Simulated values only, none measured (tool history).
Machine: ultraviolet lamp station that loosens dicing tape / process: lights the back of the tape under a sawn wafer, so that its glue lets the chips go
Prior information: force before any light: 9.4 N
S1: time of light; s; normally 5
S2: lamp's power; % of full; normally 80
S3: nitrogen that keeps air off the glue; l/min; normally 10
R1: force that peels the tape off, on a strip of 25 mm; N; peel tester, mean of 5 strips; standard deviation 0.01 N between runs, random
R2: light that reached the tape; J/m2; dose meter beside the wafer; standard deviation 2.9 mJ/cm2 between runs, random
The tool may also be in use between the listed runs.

{"run": 1, "hour": 0.0, "S1": 5, "S2": 80, "S3": 10, "R1": 0.686, "R2": 3430}
{"run": 2, "hour": 9.5, "S1": 5, "S2": 80, "S3": 10, "R1": 0.696, "R2": 3390}
{"hour": 20.1, "done": "window cleaned of glue's vapour"}
{"run": 3, "hour": 22.3, "S1": 3, "S2": 80, "S3": 10, "R1": 1.959, "R2": 1890}
{"run": 4, "hour": 38.9, "S1": 5, "S2": 80, "S3": 7, "R1": 1.059, "R2": 3120}
{"run": 5, "hour": 47.5, "S1": 5, "S2": 80, "S3": 10, "R1": 0.832, "R2": 3100}
{"run": 6, "hour": 57.7, "S1": 4, "S2": 80, "S3": 10, "R1": 1.228, "R2": 2490}
{"run": 7, "hour": 65.8, "S1": 5, "S2": 80, "S3": 10, "R1": 0.827, "R2": 3030}
{"run": 8, "hour": 80.3, "S1": 5, "S2": 95, "S3": 10, "R1": 0.614, "R2": 3590}
{"run": 9, "hour": 95.8, "S1": 5, "S2": 95, "S3": 10, "R1": 0.625, "R2": 3560}
{"hour": 97.5, "done": "window cleaned of glue's vapour, once more"}
{"run": 10, "hour": 103.8, "S1": 5, "S2": 95, "S3": 10, "R1": 0.369, "R2": 4680}
{"run": 11, "hour": 114.7, "S1": 5, "S2": 95, "S3": 10, "R1": 0.389, "R2": 4630}
{"run": 12, "hour": 121.7, "S1": 5, "S2": 95, "S3": 10, "R1": 0.372, "R2": 4590}
{"run": 13, "hour": 134.4, "S1": 5, "S2": 85, "S3": 19, "R1": 0.34, "R2": 4130}
{"run": 14, "hour": 146.5, "S1": 5, "S2": 61, "S3": 20, "R1": 0.596, "R2": 2900}
{"run": 15, "hour": 160.1, "S1": 4, "S2": 75, "S3": 7, "R1": 1.232, "R2": 2830}
{"run": 16, "hour": 167.2, "S1": 4, "S2": 75, "S3": 18, "R1": 0.658, "R2": 2840}
{"run": 17, "hour": 180.2, "S1": 4, "S2": 75, "S3": 18, "R1": 0.665, "R2": 2790}
{"run": 18, "hour": 191.0, "S1": 5, "S2": 70, "S3": 8, "R1": 0.834, "R2": 3270}
{"run": 19, "hour": 202.1, "S1": 3, "S2": 80, "S3": 10, "R1": 1.477, "R2": 2240}
{"run": 20, "hour": 215.0, "S1": 5, "S2": 80, "S3": 7, "R1": 0.733, "R2": 3690}
{"run": 21, "hour": 224.6, "S1": 5, "S2": 80, "S3": 7, "R1": 0.752, "R2": 3670}
{"run": 22, "hour": 235.3, "S1": 8, "S2": 65, "S3": 7, "R1": 0.469, "R2": 4800}
{"run": 23, "hour": 249.0, "S1": 5, "S2": 94, "S3": 9, "R1": 0.467, "R2": 4300}

Run 24 has not been measured yet. What should we expect?
{"run": 24, "hour": 258.9, "S1": 5, "S2": 99, "S3": 16, "R1": "?", "R2": "?"}

R1: 0.333 N
R2: 4520 J/m2
On a tool with no hidden condition, and with the same random variation, this run would have come out at R1 0.282 N, R2 5320 J/m2.
